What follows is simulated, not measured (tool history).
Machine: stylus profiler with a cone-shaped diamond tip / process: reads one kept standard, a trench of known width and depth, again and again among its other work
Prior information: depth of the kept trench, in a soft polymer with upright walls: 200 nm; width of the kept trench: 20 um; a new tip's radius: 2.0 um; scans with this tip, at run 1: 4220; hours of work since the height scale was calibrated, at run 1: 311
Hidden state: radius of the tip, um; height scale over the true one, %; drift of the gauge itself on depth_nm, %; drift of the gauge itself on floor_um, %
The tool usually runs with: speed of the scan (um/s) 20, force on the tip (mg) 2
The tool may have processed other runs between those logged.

run    hour  speed of the scan (um/s)  force on the tip (mg)  scans with this tip  hours of work since the height scale was calibrated  depth of the trench (Å)  width of the trench's floor (µm)
  1       0                        20                      2                 4220                                                  311                   2015.9                             18.03
  2    60.7                        20                      2                 4816                                                  355                   2016.8                             18.08
  3     139                        20                      2                 5587                                                  411                   2015.4                             18.03
  4   190.2                        16                      2                 6090                                                  449                   2014.2                             17.98
  5   262.8                        20                   1.43                 6803                                                  501                   2009.9                             17.99
  6   331.3                        20                   1.43                 7476                                                  551                   2011.7                                18
  7   385.9                        20                   1.43                 8013                                                  590                   2011.5                             17.94
  8   436.5                        20                   0.82                 8511                                                  627                   2006.1                             17.92
  9   489.2                        20                   0.82                 9029                                                  665                   2004.1                             17.91
 10   522.4                        20                   4.87                 9355                                                  689                   2029.1                             17.94
 11   565.5                        40                      2                 9779                                                  720                     2014                             17.84
 12   628.6                        40                      2                10399                                                  766                   2012.5                             17.86
 13   683.8                        40                      2                10942                                                  806                   2013.2                             17.79
 14   741.2                        40                      2                11506                                                  847                   2013.2                             17.73
 15   797.6                        40                      2                12060                                                  888                   2012.7                              17.8
 16   847.6                        40                      2                12552                                                  924                   2012.5                             17.75
 17   891.8                        40                      2                12986                                                  956                   2012.8                             17.76
 18   939.6                        40                      2                13457                                                  991                     2013                             17.78
 19   977.8                        40                      2                13832                                                 1019                   2011.7                             17.74
 20    1029                        40                      2                14335                                                 1056                   2011.4                             17.77
 21    1072                        20                      2                14758                                                 1087                   2011.3                             17.79
 22  1132.4                        20                      2                15352                                                 1131                     2011                             17.76
 23  1208.3                        15                      2                16098                                                 1186                   2010.4                              17.7
       1216  -- height scale calibrated on a step standard
 24  1262.8                        38                   5.35                16629                                                   34                   2024.2                             17.72
 25  1303.8                        36                   5.95                17031                                                   64                   2025.4                             17.72
 26  1339.2                        37                   1.08                17380                                                   89                   2000.7                             17.59
 27  1397.2                        38                   1.08                17950                                                  131                   2000.3                             17.62
 28  1452.3                        14                   2.24                18491                                                  171                   2006.8                             17.68
     1458.6  -- height scale calibrated on a step standard, once more
 29  1528.9                        11                   2.21                19240                                                   51                   2019.5                             17.65
     1544.1  -- new tip fitted, height scale calibrated
 30  1582.8                        20                   1.05                  381                                                   28                   2010.2                             18.18
 31  1638.6                        32                   4.02                  929                                                   68                   2028.2                             18.15
 32  1718.1                         6                   2.03                 1711                                                  126                   2017.6                             18.17
 33  1775.3                        36                   0.85                 2273                                                  167                   2008.3                             18.02
 34  1822.4                        10                   0.72                 2736                                                  201                   2006.8                             18.11
 35  1860.8                        10                   0.72                 3113                                                  229                   2007.4                             18.08
 36  1930.9                        20                      1                 3803                                                  280                   2008.2                             18.02
 37  2001.8                         6                      2                 4500                                                  331                   2014.5                             18.05
 38  2065.7                         6                      2                 5128                                                  378                     2014                             18.05
 39  2127.6                        17                   1.23                 5737                                                  422                   2010.5                             18.01
 40  2191.9                        13                   1.04                 6369                                                  469                   2006.8                             18.04
 41  2263.6                        26                   4.06                 7074                                                  521                     2024                             17.96
 42  2313.9                        61                   0.96                 7568                                                  557                   2004.9                             17.81
 43  2384.3                        61                   0.96                 8260                                                  608                   2006.1                             17.79
 44  2459.2                        29                   5.52                 8996                                                  662                   2030.3                              17.9
 45  2514.7                        38                   2.55                 9542                                                  703                   2016.1                             17.89

Consider 3 possible next runs. They are alternatives, not a sequence: every one starts from the tool as it was left by run 45. What does each give?
  A  2553.5                        24                      2                 9923                                                  731                        ?                                 ?
  B  2553.5                        31                   2.53                 9923                                                  731                        ?                                 ?
  C  2553.5                        75                   2.55                 9923                                                  731                        ?                                 ?

run  depth of the trench (Å)  width of the trench's floor (µm)
  A                   2013.4                             17.89
  B                   2014.8                             17.88
  C                   2016.5                             17.81
Stripped of hidden state, with their random variation kept, the same runs would have yielded:
run  depth of the trench (Å)  width of the trench's floor (µm)
  A                   2019.4                             18.22
  B                   2020.8                              18.2
  C                   2022.5                             18.13
